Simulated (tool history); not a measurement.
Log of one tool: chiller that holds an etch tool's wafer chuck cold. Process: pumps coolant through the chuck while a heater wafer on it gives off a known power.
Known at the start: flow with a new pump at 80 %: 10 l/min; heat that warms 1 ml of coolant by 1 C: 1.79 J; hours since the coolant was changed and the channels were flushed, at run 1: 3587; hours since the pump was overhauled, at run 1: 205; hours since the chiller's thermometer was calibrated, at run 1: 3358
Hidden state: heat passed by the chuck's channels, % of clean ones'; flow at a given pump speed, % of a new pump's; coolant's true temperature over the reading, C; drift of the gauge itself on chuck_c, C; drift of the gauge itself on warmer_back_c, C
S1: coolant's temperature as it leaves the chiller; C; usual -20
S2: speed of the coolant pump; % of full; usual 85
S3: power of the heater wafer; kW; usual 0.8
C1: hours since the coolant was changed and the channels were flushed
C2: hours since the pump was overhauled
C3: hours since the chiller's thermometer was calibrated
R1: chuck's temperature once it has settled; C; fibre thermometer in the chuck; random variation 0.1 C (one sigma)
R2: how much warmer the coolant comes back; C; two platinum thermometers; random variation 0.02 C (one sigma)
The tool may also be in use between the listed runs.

run 1 hour=0 | S1=-20 S2=85 S3=0.8 | C1=3587 C2=205 C3=3358 | R1=-10.9 R2=2.5
run 2 hour=78.8 | S1=-20 S2=85 S3=0.8 | C1=3666 C2=284 C3=3437 | R1=-10.6 R2=2.51
run 3 hour=138.8 | S1=-20 S2=85 S3=0.8 | C1=3726 C2=344 C3=3497 | R1=-10.9 R2=2.5
run 4 hour=222.1 | S1=-20 S2=85 S3=0.52 | C1=3809 C2=427 C3=3580 | R1=-13.9 R2=1.58
run 5 hour=285.4 | S1=-19 S2=85 S3=0.52 | C1=3872 C2=490 C3=3643 | R1=-12.8 R2=1.64
run 6 hour=361.6 | S1=-19 S2=85 S3=0.591 | C1=3949 C2=567 C3=3719 | R1=-12 R2=1.86
run 7 hour=414.4 | S1=-19 S2=85 S3=0.591 | C1=4001 C2=619 C3=3772 | R1=-12 R2=1.85
run 8 hour=476 | S1=-19 S2=85 S3=0.591 | C1=4063 C2=681 C3=3834 | R1=-12 R2=1.88
run 9 hour=547.4 | S1=-19 S2=68 S3=1.129 | C1=4134 C2=752 C3=3905 | R1=-2.9 R2=4.5

The next listed run, before its measurement:
run 10 hour=606.4 | S1=-19 S2=87 S3=1.129 | C1=4193 C2=811 C3=3964 | R1=? R2=?

Run 10 gave R1 -6.3 C, R2 3.48 C.
Without the tool's hidden state the same run would have given R1 -8.1 C, R2 3.45 C.
